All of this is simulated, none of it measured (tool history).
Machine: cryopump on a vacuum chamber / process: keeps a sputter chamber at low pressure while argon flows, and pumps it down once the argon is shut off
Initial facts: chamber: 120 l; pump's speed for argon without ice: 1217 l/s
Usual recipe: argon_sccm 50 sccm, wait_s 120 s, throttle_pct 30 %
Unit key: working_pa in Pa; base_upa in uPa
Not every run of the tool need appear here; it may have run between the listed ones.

run 1 day=0.000 | argon_sccm=50 wait_s=120 throttle_pct=30 | working_pa=0.2348 base_upa=3.16
run 2 day=0.600 | argon_sccm=50 wait_s=120 throttle_pct=30 | working_pa=0.2351 base_upa=3.15
run 3 day=1.067 | argon_sccm=50 wait_s=120 throttle_pct=43 | working_pa=0.1650 base_upa=3.18
run 4 day=1.625 | argon_sccm=50 wait_s=120 throttle_pct=43 | working_pa=0.1644 base_upa=3.17
run 5 day=2.262 | argon_sccm=50 wait_s=120 throttle_pct=30 | working_pa=0.2366 base_upa=3.26
run 6 day=2.721 | argon_sccm=50 wait_s=120 throttle_pct=30 | working_pa=0.2364 base_upa=3.32
run 7 day=3.321 | argon_sccm=98 wait_s=120 throttle_pct=30 | working_pa=0.4613 base_upa=3.21
run 8 day=3.638 | argon_sccm=98 wait_s=120 throttle_pct=30 | working_pa=0.4620 base_upa=3.14
run 9 day=4.038 | argon_sccm=50 wait_s=120 throttle_pct=17 | working_pa=0.4153 base_upa=3.21
run 10 day=4.750 | argon_sccm=50 wait_s=120 throttle_pct=30 | working_pa=0.2364 base_upa=3.16
run 11 day=5.088 | argon_sccm=50 wait_s=120 throttle_pct=30 | working_pa=0.2370 base_upa=3.30
run 12 day=5.525 | argon_sccm=50 wait_s=120 throttle_pct=30 | working_pa=0.2358 base_upa=3.20
run 13 day=6.312 | argon_sccm=50 wait_s=120 throttle_pct=30 | working_pa=0.2371 base_upa=3.23
run 14 day=7.088 | argon_sccm=50 wait_s=120 throttle_pct=30 | working_pa=0.2344 base_upa=3.28
run 15 day=7.600 | argon_sccm=50 wait_s=254 throttle_pct=30 | working_pa=0.2366 base_upa=2.86
run 16 day=7.992 | argon_sccm=50 wait_s=254 throttle_pct=30 | working_pa=0.2369 base_upa=2.87
run 17 day=8.642 | argon_sccm=50 wait_s=120 throttle_pct=30 | working_pa=0.2370 base_upa=3.29
run 18 day=9.271 | argon_sccm=32 wait_s=138 throttle_pct=36 | working_pa=0.1284 base_upa=3.15
run 19 day=9.912 | argon_sccm=32 wait_s=185 throttle_pct=20 | working_pa=0.2257 base_upa=3.02
run 20 day=10.383 | argon_sccm=50 wait_s=66 throttle_pct=16 | working_pa=0.4411 base_upa=4.00
run 21 day=10.779 | argon_sccm=50 wait_s=66 throttle_pct=16 | working_pa=0.4371 base_upa=3.96
run 22 day=11.200 | argon_sccm=29 wait_s=263 throttle_pct=30 | working_pa=0.1376 base_upa=2.86
run 23 day=11.783 | argon_sccm=29 wait_s=263 throttle_pct=30 | working_pa=0.1383 base_upa=2.82
run 24 day=12.321 | argon_sccm=97 wait_s=263 throttle_pct=18 | working_pa=0.7599 base_upa=2.91
run 25 day=12.979 | argon_sccm=50 wait_s=120 throttle_pct=19 | working_pa=0.3722 base_upa=3.42
run 26 day=13.588 | argon_sccm=50 wait_s=74 throttle_pct=28 | working_pa=0.2568 base_upa=3.88
run 27 day=14.121 | argon_sccm=50 wait_s=74 throttle_pct=28 | working_pa=0.2563 base_upa=3.92
run 28 day=14.583 | argon_sccm=47 wait_s=120 throttle_pct=36 | working_pa=0.1886 base_upa=3.35
run 29 day=15.204 | argon_sccm=47 wait_s=120 throttle_pct=36 | working_pa=0.1891 base_upa=3.33
run 30 day=15.738 | argon_sccm=30 wait_s=120 throttle_pct=36 | working_pa=0.1211 base_upa=3.34
run 31 day=16.479 | argon_sccm=90 wait_s=77 throttle_pct=17 | working_pa=0.7555 base_upa=3.90

The next listed run, before its measurement:
run 32 day=17.188 | argon_sccm=90 wait_s=77 throttle_pct=17 | working_pa=? base_upa=?

For run 32 the tool returned working_pa 0.7513 Pa, base_upa 4.01 uPa.
The same run, on a tool lacking any hidden state, would have yielded working_pa 0.7356 Pa, base_upa 1.60 uPa.
